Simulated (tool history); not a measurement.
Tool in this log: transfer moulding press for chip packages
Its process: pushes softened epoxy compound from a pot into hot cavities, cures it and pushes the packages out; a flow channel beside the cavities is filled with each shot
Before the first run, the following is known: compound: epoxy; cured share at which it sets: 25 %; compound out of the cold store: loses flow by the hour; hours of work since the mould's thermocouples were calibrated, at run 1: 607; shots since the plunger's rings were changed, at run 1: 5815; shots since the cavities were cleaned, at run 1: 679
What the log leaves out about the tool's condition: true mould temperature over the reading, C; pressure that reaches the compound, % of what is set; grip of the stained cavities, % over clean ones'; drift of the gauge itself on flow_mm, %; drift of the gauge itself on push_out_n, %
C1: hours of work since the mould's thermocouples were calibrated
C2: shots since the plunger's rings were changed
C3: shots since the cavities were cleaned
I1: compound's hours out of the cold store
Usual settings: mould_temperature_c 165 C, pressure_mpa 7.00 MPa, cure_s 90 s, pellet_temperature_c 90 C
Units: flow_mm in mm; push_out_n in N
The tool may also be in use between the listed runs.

run 1 hour=0.0 | mould_temperature_c=165 pressure_mpa=7.00 cure_s=90 pellet_temperature_c=90 | C1=607 C2=5815 C3=679 | I1=21.3 | flow_mm=809 push_out_n=447
-- hour=3.9 cavities cleaned with cleaning compound and waxed
run 2 hour=27.5 | mould_temperature_c=165 pressure_mpa=7.00 cure_s=90 pellet_temperature_c=90 | C1=625 C2=6144 C3=299 | I1=35.0 | flow_mm=723 push_out_n=453
run 3 hour=42.7 | mould_temperature_c=165 pressure_mpa=7.00 cure_s=90 pellet_temperature_c=90 | C1=636 C2=6337 C3=492 | I1=21.6 | flow_mm=794 push_out_n=451
run 4 hour=54.2 | mould_temperature_c=165 pressure_mpa=8.08 cure_s=90 pellet_temperature_c=90 | C1=644 C2=6482 C3=637 | I1=16.6 | flow_mm=890 push_out_n=468
-- hour=60.5 cavities cleaned with cleaning compound and waxed
run 5 hour=72.0 | mould_temperature_c=165 pressure_mpa=7.00 cure_s=90 pellet_temperature_c=90 | C1=655 C2=6689 C3=146 | I1=25.0 | flow_mm=776 push_out_n=451
-- hour=80.7 plunger's sealing rings changed
run 6 hour=89.2 | mould_temperature_c=165 pressure_mpa=6.96 cure_s=90 pellet_temperature_c=90 | C1=666 C2=107 C3=331 | I1=29.1 | flow_mm=759 push_out_n=422
run 7 hour=100.6 | mould_temperature_c=165 pressure_mpa=6.96 cure_s=90 pellet_temperature_c=90 | C1=674 C2=252 C3=476 | I1=41.6 | flow_mm=699 push_out_n=424
run 8 hour=116.4 | mould_temperature_c=165 pressure_mpa=7.00 cure_s=90 pellet_temperature_c=100 | C1=685 C2=452 C3=676 | I1=42.8 | flow_mm=701 push_out_n=418
-- hour=119.1 cavities cleaned with cleaning compound and waxed
run 9 hour=133.1 | mould_temperature_c=165 pressure_mpa=7.00 cure_s=90 pellet_temperature_c=90 | C1=696 C2=645 C3=178 | I1=31.6 | flow_mm=746 push_out_n=444
run 10 hour=154.2 | mould_temperature_c=159 pressure_mpa=8.63 cure_s=90 pellet_temperature_c=95 | C1=711 C2=912 C3=445 | I1=47.9 | flow_mm=751 push_out_n=610
run 11 hour=173.0 | mould_temperature_c=165 pressure_mpa=6.14 cure_s=93 pellet_temperature_c=90 | C1=724 C2=1149 C3=682 | I1=12.0 | flow_mm=803 push_out_n=438
-- hour=176.4 cavities cleaned with cleaning compound and waxed
run 12 hour=193.8 | mould_temperature_c=165 pressure_mpa=6.14 cure_s=93 pellet_temperature_c=90 | C1=737 C2=1394 C3=220 | I1=39.7 | flow_mm=651 push_out_n=406
run 13 hour=208.9 | mould_temperature_c=172 pressure_mpa=7.00 cure_s=86 pellet_temperature_c=93 | C1=748 C2=1585 C3=411 | I1=17.4 | flow_mm=812 push_out_n=350
run 14 hour=228.2 | mould_temperature_c=170 pressure_mpa=7.53 cure_s=125 pellet_temperature_c=88 | C1=762 C2=1829 C3=655 | I1=36.3 | flow_mm=730 push_out_n=324
-- hour=234.1 cavities cleaned with cleaning compound and waxed
run 15 hour=255.2 | mould_temperature_c=170 pressure_mpa=6.76 cure_s=125 pellet_temperature_c=98 | C1=780 C2=2152 C3=267 | I1=32.8 | flow_mm=720 push_out_n=314
run 16 hour=274.7 | mould_temperature_c=163 pressure_mpa=5.33 cure_s=90 pellet_temperature_c=100 | C1=793 C2=2399 C3=514 | I1=8.7 | flow_mm=759 push_out_n=524
-- hour=290.1 cavities cleaned with cleaning compound and waxed
run 17 hour=301.2 | mould_temperature_c=162 pressure_mpa=7.00 cure_s=107 pellet_temperature_c=90 | C1=811 C2=2715 C3=140 | I1=11.5 | flow_mm=855 push_out_n=414

Predict each of these 3 candidate next runs independently; none follows another, all start after run 17:
run A hour=323.8 | mould_temperature_c=165 pressure_mpa=6.87 cure_s=90 pellet_temperature_c=92 | C1=827 C2=3001 C3=426 | I1=24.4 | flow_mm=? push_out_n=?
run B hour=323.8 | mould_temperature_c=163 pressure_mpa=8.27 cure_s=90 pellet_temperature_c=90 | C1=827 C2=3001 C3=426 | I1=26.5 | flow_mm=? push_out_n=?
run C hour=323.8 | mould_temperature_c=170 pressure_mpa=6.49 cure_s=90 pellet_temperature_c=90 | C1=827 C2=3001 C3=426 | I1=24.4 | flow_mm=? push_out_n=?

run=A flow_mm=776 push_out_n=446
run=B flow_mm=833 push_out_n=491
run=C flow_mm=749 push_out_n=351
With the hidden condition removed and each run's random variation left untouched, the same runs would have given:
run=A flow_mm=777 push_out_n=443
run=B flow_mm=834 push_out_n=488
run=C flow_mm=750 push_out_n=348
